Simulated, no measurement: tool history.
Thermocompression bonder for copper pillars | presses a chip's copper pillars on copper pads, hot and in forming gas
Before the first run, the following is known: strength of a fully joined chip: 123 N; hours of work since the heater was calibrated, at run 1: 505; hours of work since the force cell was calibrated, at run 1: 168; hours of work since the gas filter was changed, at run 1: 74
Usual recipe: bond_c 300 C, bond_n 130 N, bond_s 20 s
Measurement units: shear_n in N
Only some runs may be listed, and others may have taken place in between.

| run | hour | bond_c | bond_n | bond_s | hours of work since the heater was calibrated | hours of work since the force cell was calibrated | hours of work since the gas filter was changed | shear_n |
|---|---|---|---|---|---|---|---|---|
| 1 | 0.0 | 300 | 130 | 20 | 505 | 168 | 74 | 80.1 |
| 2 | 13.5 | 276 | 130 | 20 | 512 | 176 | 82 | 64.0 |
| 3 | 34.9 | 276 | 130 | 20 | 524 | 187 | 93 | 62.7 |
| 4 | 56.7 | 300 | 130 | 20 | 536 | 199 | 105 | 80.4 |
| 5 | 78.7 | 300 | 130 | 20 | 548 | 211 | 117 | 81.2 |
| 6 | 91.7 | 271 | 130 | 20 | 555 | 218 | 124 | 59.7 |
| 7 | 111.7 | 300 | 125 | 20 | 566 | 229 | 135 | 75.4 |
| 8 | 123.9 | 300 | 125 | 20 | 572 | 236 | 142 | 76.7 |
| 9 | 141.3 | 300 | 94 | 20 | 582 | 245 | 151 | 58.9 |
| 10 | 154.0 | 300 | 94 | 20 | 589 | 252 | 158 | 59.4 |
| 11 | 170.5 | 300 | 130 | 20 | 598 | 261 | 167 | 79.6 |
| 12 | 183.9 | 300 | 130 | 20 | 605 | 268 | 174 | 80.6 |
| 13 | 205.6 | 297 | 130 | 20 | 617 | 280 | 186 | 76.9 |
| 14 | 220.4 | 300 | 102 | 20 | 625 | 288 | 194 | 64.3 |
| 15 | 240.6 | 300 | 102 | 20 | 636 | 299 | 205 | 65.7 |
| 16 | 254.0 | 300 | 102 | 20 | 643 | 306 | 212 | 65.5 |
| 17 | 270.1 | 300 | 102 | 20 | 652 | 315 | 221 | 64.5 |
| 18 | 290.9 | 300 | 130 | 13 | 663 | 326 | 232 | 69.7 |
| 19 | 305.7 | 300 | 130 | 13 | 671 | 334 | 240 | 70.7 |
| 20 | 317.4 | 300 | 130 | 13 | 677 | 340 | 247 | 70.8 |
| 21 | 327.3 | 330 | 111 | 52 | 683 | 346 | 252 | 107.3 |
| 22 | 343.7 | 330 | 111 | 52 | 692 | 355 | 261 | 107.9 |
| 23 | 359.6 | 303 | 98 | 22 | 700 | 363 | 269 | 66.1 |
| 24 | 380.5 | 285 | 82 | 42 | 712 | 375 | 281 | 59.1 |
| 25 | 396.5 | 285 | 125 | 43 | 720 | 383 | 289 | 84.8 |
| 26 | 406.6 | 285 | 125 | 43 | 726 | 389 | 295 | 84.4 |
| 27 | 417.9 | 300 | 130 | 31 | 732 | 395 | 301 | 89.6 |
| 28 | 438.7 | 300 | 130 | 31 | 743 | 406 | 312 | 89.6 |
| 29 | 461.1 | 300 | 89 | 16 | 755 | 418 | 324 | 53.4 |
| 30 | 483.2 | 302 | 89 | 28 | 767 | 430 | 336 | 65.6 |
| 31 | 504.3 | 302 | 89 | 28 | 779 | 442 | 348 | 66.3 |
|  | 511.7 | heater calibrated with a thermocouple chip |
| 32 | 525.4 | 302 | 89 | 28 | 7 | 452 | 358 | 66.2 |
| 33 | 548.1 | 302 | 80 | 28 | 20 | 465 | 371 | 59.8 |
| 34 | 564.7 | 329 | 133 | 53 | 29 | 474 | 380 | 113.8 |
| 35 | 578.1 | 329 | 89 | 30 | 36 | 481 | 387 | 84.8 |
| 36 | 599.5 | 329 | 89 | 30 | 48 | 492 | 398 | 85.0 |
| 37 | 615.3 | 329 | 89 | 30 | 56 | 501 | 407 | 85.5 |
| 38 | 631.8 | 287 | 130 | 20 | 65 | 510 | 416 | 71.0 |
| 39 | 653.0 | 287 | 101 | 20 | 77 | 521 | 428 | 56.1 |

Describe how what the log doesn't record of the tool's condition differs between the last listed run preceding each entry between runs and the first listed run following it.
Runs 31 to 32: heater calibrated with a thermocouple chip (hour 511.7)
  true temperature of the bond over the reading, C: -0.4 -> 0
